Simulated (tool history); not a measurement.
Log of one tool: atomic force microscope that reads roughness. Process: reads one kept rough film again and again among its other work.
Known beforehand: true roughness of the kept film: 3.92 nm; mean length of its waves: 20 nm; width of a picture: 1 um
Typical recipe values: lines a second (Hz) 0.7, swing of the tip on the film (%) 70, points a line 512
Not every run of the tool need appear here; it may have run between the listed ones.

run	hour	lines a second (Hz)	swing of the tip on the film (%)	points a line	roughness of the kept film (nm (root mean square))
1	0	0.7	70	512	1.558
2	18.1	0.7	70	512	1.509
3	43.6	1.029	70	512	2.574
4	62.9	1.029	70	512	2.471
5	98.8	1.029	70	512	2.308
6	133	0.7	70	512	2.175
7	154.6	0.7	70	765	2.095
8	179.8	0.7	78	512	1.989
9	216.4	0.7	78	512	1.869
10	251	0.7	70	512	1.766
11	275.2	3.951	70	512	1.576
12	290.4	0.7	70	512	1.674
13	310.3	0.7	70	512	1.629
14	339.8	0.7	70	512	1.58
15	358.7	0.7	70	512	1.528
16	386	0.7	70	718	1.477
17	407	0.7	65	512	2.671
18	430.8	0.7	65	512	2.533
19	461.6	1.115	71	512	2.339
20	492.2	1.115	71	512	2.228
21	509.4	0.545	70	614	2.181
22	531.3	3.646	70	512	1.939
23	554	3.646	70	651	1.869
24	570.8	1.091	55	975	1.948
25	587.2	1.994	88	882	1.698
26	607.6	3.999	55	512	1.789
27	627.2	1.45	83	611	1.683
28	664	2.35	82	450	1.525
29	679.2	3.368	58	455	1.612
30	703.5	0.7	80	626	1.586
31	738.6	0.7	80	626	1.502
32	758.6	0.524	70	512	2.729
33	778	0.941	67	343	2.583
34	805.5	0.941	67	343	2.426

Removed from this log: 3 entries logged between the listed runs. Between which two listed runs does each belong, and how does the tool's hidden state at the listed run before it compare with that at the listed run after it?
In the gap between runs 2 and 3: new tip fitted (hour 42.2)
  radius of the tip, nm: 38.8 -> 12.1; height scale over the true one, %: -0.25 -> -0.26
  measured result minus the result with no hidden state, roughness of the kept film (nm (root mean square)): -1.224 -> -0.155
In the gap between runs 16 and 17: new tip fitted (hour 399)
  radius of the tip, nm: 40.5 -> 11.3; height scale over the true one, %: -0.38 -> -0.39
  measured result minus the result with no hidden state, roughness of the kept film (nm (root mean square)): -1.271 -> -0.105
In the gap between runs 31 and 32: new tip fitted (hour 756.2)
  radius of the tip, nm: 38.5 -> 10.2; height scale over the true one, %: -0.5 -> -0.51
  measured result minus the result with no hidden state, roughness of the kept film (nm (root mean square)): -1.215 -> -0.029
